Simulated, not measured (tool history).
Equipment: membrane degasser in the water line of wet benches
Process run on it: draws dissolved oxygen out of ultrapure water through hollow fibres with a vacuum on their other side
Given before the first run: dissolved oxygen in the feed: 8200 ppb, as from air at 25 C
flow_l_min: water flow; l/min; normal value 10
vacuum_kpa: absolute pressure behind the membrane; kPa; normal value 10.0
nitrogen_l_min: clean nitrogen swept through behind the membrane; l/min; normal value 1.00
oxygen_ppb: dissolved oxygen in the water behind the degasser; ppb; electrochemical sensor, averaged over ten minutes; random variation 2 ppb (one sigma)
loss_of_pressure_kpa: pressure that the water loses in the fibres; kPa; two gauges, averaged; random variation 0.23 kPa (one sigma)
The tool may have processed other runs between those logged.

Run 1, hour 0.0: usual settings. Result: oxygen_ppb 208.0 ppb, loss_of_pressure_kpa 58.31 kPa.
Run 2, hour 81.1: usual settings but vacuum_kpa 24.8 kPa. Result: oxygen_ppb 531.7 ppb, loss_of_pressure_kpa 58.14 kPa.
Run 3, hour 229.9: usual settings but vacuum_kpa 24.8 kPa. Result: oxygen_ppb 527.7 ppb, loss_of_pressure_kpa 58.48 kPa.
Run 4, hour 389.1: usual settings but vacuum_kpa 24.8 kPa. Result: oxygen_ppb 534.7 ppb, loss_of_pressure_kpa 58.22 kPa.
Run 5, hour 483.7: usual settings but vacuum_kpa 24.8 kPa. Result: oxygen_ppb 536.8 ppb, loss_of_pressure_kpa 58.30 kPa.
Run 6, hour 606.3: usual settings but vacuum_kpa 24.8 kPa. Result: oxygen_ppb 536.1 ppb, loss_of_pressure_kpa 58.49 kPa.
Run 7, hour 787.6: usual settings but vacuum_kpa 24.8 kPa. Result: oxygen_ppb 537.8 ppb, loss_of_pressure_kpa 58.54 kPa.
Run 8, hour 884.3: usual settings but nitrogen_l_min 2.50 l/min. Result: oxygen_ppb 115.1 ppb, loss_of_pressure_kpa 58.31 kPa.
Run 9, hour 1026.4: usual settings. Result: oxygen_ppb 207.7 ppb, loss_of_pressure_kpa 58.22 kPa.
At hour 1113.9: vacuum gauge calibrated.
Run 10, hour 1166.7: usual settings but flow_l_min 11 l/min. Result: oxygen_ppb 246.9 ppb, loss_of_pressure_kpa 64.28 kPa.
Run 11, hour 1324.6: usual settings but flow_l_min 11 l/min. Result: oxygen_ppb 250.2 ppb, loss_of_pressure_kpa 64.47 kPa.
At hour 1425.9: vacuum gauge calibrated, once more.
Run 12, hour 1474.0: usual settings but flow_l_min 11 l/min. Result: oxygen_ppb 235.6 ppb, loss_of_pressure_kpa 64.06 kPa.
Run 13, hour 1550.4: usual settings. Result: oxygen_ppb 204.7 ppb, loss_of_pressure_kpa 58.59 kPa.
Run 14, hour 1694.6: usual settings but flow_l_min 11 l/min, vacuum_kpa 6.3 kPa, nitrogen_l_min 1.02 l/min. Result: oxygen_ppb 145.9 ppb, loss_of_pressure_kpa 64.39 kPa.
Run 15, hour 1836.8: usual settings but flow_l_min 9 l/min, vacuum_kpa 24.0 kPa, nitrogen_l_min 0.79 l/min. Result: oxygen_ppb 548.0 ppb, loss_of_pressure_kpa 52.57 kPa.
Run 16, hour 1985.8: usual settings but flow_l_min 11 l/min, vacuum_kpa 10.6 kPa. Result: oxygen_ppb 253.4 ppb, loss_of_pressure_kpa 64.72 kPa.
Run 17, hour 2160.3: usual settings but flow_l_min 11 l/min, vacuum_kpa 10.6 kPa. Result: oxygen_ppb 259.5 ppb, loss_of_pressure_kpa 64.47 kPa.
Run 18, hour 2300.3: usual settings but flow_l_min 9 l/min, vacuum_kpa 11.1 kPa. Result: oxygen_ppb 194.8 ppb, loss_of_pressure_kpa 53.00 kPa.
Run 19, hour 2444.8: usual settings but flow_l_min 9 l/min, vacuum_kpa 11.1 kPa. Result: oxygen_ppb 199.4 ppb, loss_of_pressure_kpa 53.16 kPa.
At hour 2606.7: seals of the vacuum lines changed.
Run 20, hour 2636.9: usual settings but flow_l_min 9 l/min, vacuum_kpa 7.9 kPa, nitrogen_l_min 2.98 l/min. Result: oxygen_ppb 63.5 ppb, loss_of_pressure_kpa 53.21 kPa.
Run 21, hour 2802.2: usual settings but flow_l_min 9 l/min, vacuum_kpa 7.9 kPa, nitrogen_l_min 2.98 l/min. Result: oxygen_ppb 63.4 ppb, loss_of_pressure_kpa 52.89 kPa.
Run 22, hour 2897.4: usual settings but flow_l_min 11 l/min, vacuum_kpa 7.8 kPa, nitrogen_l_min 1.22 l/min. Result: oxygen_ppb 168.3 ppb, loss_of_pressure_kpa 64.73 kPa.
Run 23, hour 2997.7: usual settings but flow_l_min 11 l/min, vacuum_kpa 7.8 kPa, nitrogen_l_min 1.22 l/min. Result: oxygen_ppb 170.2 ppb, loss_of_pressure_kpa 64.61 kPa.
Run 24, hour 3108.6: usual settings but flow_l_min 7 l/min, vacuum_kpa 8.8 kPa, nitrogen_l_min 1.58 l/min. Result: oxygen_ppb 68.3 ppb, loss_of_pressure_kpa 40.90 kPa.
Run 25, hour 3205.3: usual settings but flow_l_min 14 l/min, vacuum_kpa 16.4 kPa, nitrogen_l_min 1.26 l/min. Result: oxygen_ppb 492.0 ppb, loss_of_pressure_kpa 81.69 kPa.

Below are 3 alternative next runs, each starting from the tool's condition after run 25. Predict each:
Run A, hour 3376.3: usual settings but flow_l_min 9 l/min, vacuum_kpa 21.7 kPa, nitrogen_l_min 2.41 l/min. Result: oxygen_ppb ?, loss_of_pressure_kpa ?.
Run B, hour 3376.3: usual settings but vacuum_kpa 23.9 kPa, nitrogen_l_min 0.42 l/min. Result: oxygen_ppb ?, loss_of_pressure_kpa ?.
Run C, hour 3376.3: usual settings but flow_l_min 7 l/min, vacuum_kpa 23.0 kPa, nitrogen_l_min 1.26 l/min. Result: oxygen_ppb ?, loss_of_pressure_kpa ?.

run  oxygen_ppb  loss_of_pressure_kpa
  A       192.0                 53.14
  B      1005.4                 59.12
  C       272.9                 41.25
The same runs, with their run-to-run variation unchanged, on a tool lacking any hidden condition would have given:
run  oxygen_ppb  loss_of_pressure_kpa
  A       186.9                 51.40
  B       998.0                 57.17
  C       271.0                 39.90

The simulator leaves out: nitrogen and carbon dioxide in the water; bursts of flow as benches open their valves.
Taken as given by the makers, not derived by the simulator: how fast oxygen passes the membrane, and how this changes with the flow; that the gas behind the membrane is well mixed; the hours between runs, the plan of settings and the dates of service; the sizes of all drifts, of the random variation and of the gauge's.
